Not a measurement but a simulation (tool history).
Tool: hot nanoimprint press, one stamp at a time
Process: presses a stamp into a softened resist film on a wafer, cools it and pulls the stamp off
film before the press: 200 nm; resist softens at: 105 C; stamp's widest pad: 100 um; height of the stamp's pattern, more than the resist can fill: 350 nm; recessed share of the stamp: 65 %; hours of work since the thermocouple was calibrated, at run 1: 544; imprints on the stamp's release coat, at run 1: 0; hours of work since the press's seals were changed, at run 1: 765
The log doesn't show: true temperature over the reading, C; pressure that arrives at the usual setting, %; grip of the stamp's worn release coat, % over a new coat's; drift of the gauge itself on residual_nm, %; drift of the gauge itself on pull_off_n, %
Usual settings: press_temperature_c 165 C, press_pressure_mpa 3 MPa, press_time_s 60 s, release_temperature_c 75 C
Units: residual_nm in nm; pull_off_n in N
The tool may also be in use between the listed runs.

run	hour	press_temperature_c	press_pressure_mpa	press_time_s	release_temperature_c	hours of work since the thermocouple was calibrated	imprints on the stamp's release coat	hours of work since the press's seals were changed	residual_nm	pull_off_n
1	0	165	3	60	75	544	0	765	97.7	153
2	59.6	165	3	56	75	590	272	810	100	157
# hour 65.3: plate thermocouple calibrated
3	100	166	3	56	75	26	443	838	94.7	148
4	160.9	160	3	56	75	72	721	884	134.1	150
5	198.7	165	3	60	75	101	894	912	98.1	154
6	241.4	165	3	60	75	133	1089	945	98.6	154
7	281.8	165	3	60	75	163	1273	975	98.4	155
8	335.5	165	3.35	60	75	204	1518	1015	93.9	159
# hour 372.3: press's hydraulic seals changed and the load cell set to zero
9	374.6	156	3.35	60	75	227	1660	2	155.2	153
# hour 400.5: stamp cleaned and given a new release coat
10	426.6	165	3	60	75	262	119	36	98.2	153
11	472.9	165	3	60	75	297	331	71	98.7	152
12	506.2	165	4.38	60	75	322	483	97	84.5	156
13	547.5	165	2.86	60	75	353	671	128	100.4	152
14	573.6	165	4.38	60	75	373	790	147	84.6	145
15	614.6	174	3	60	75	404	977	178	54	156
16	647.6	174	2.38	60	82	429	1128	203	60	150
17	685	156	2.06	30	82	457	1299	231	185	145
18	733.1	172	3	63	65	493	1518	268	60.6	169
19	781.2	153	4.8	63	65	530	1738	304	161.7	163
# hour 791.9: stamp cleaned and given a new release coat
20	818.2	153	2.6	63	81	553	120	327	177.5	146
# hour 875.2: plate thermocouple calibrated
21	877.1	153	2.6	63	81	1	376	370	178.7	148
22	922.9	165	3.27	60	75	36	585	404	96.4	156
23	975.1	165	3.27	60	74	75	823	444	96.5	159
24	1026.2	155	3	32	77	114	1056	482	181	151
25	1073.8	167	3.01	67	68	150	1274	518	83.3	161
26	1099.3	165	3.52	60	77	169	1390	537	94	154
27	1140.3	165	2.24	92	61	200	1577	568	95.6	172
# hour 1159.1: gauge calibrated
# hour 1183.9: stamp cleaned and given a new release coat
28	1190.7	173	3.54	54	78	234	31	602	55.5	144

Some steps in residual_nm between neighbouring runs. How much of each would the tool show without its hidden state too (settings, what came in, random variation), and how much is left for the hidden state, with any gauge scatter that isn't in both results?
Run 16 -> 17: press_temperature_c 174 -> 156, press_pressure_mpa 2.38 -> 2.06, press_time_s 60 -> 30. residual_nm +125 nm: hidden state +1.7, all else +123.3.
Run 17 -> 18: press_temperature_c 156 -> 172, press_pressure_mpa 2.06 -> 3, press_time_s 30 -> 63, release_temperature_c 82 -> 65. residual_nm -124.4 nm: hidden state -1.6, all else -122.8.
Run 24 -> 25: press_temperature_c 155 -> 167, press_pressure_mpa 3 -> 3.01, press_time_s 32 -> 67, release_temperature_c 77 -> 68. residual_nm -97.7 nm: hidden state -1.8, all else -95.9.
Run 27 -> 28: press_temperature_c 165 -> 173, press_pressure_mpa 2.24 -> 3.54, press_time_s 92 -> 54, release_temperature_c 61 -> 78, gauge calibrated, stamp cleaned and given a new release coat. residual_nm -40.1 nm: hidden state -2.1, all else -38.
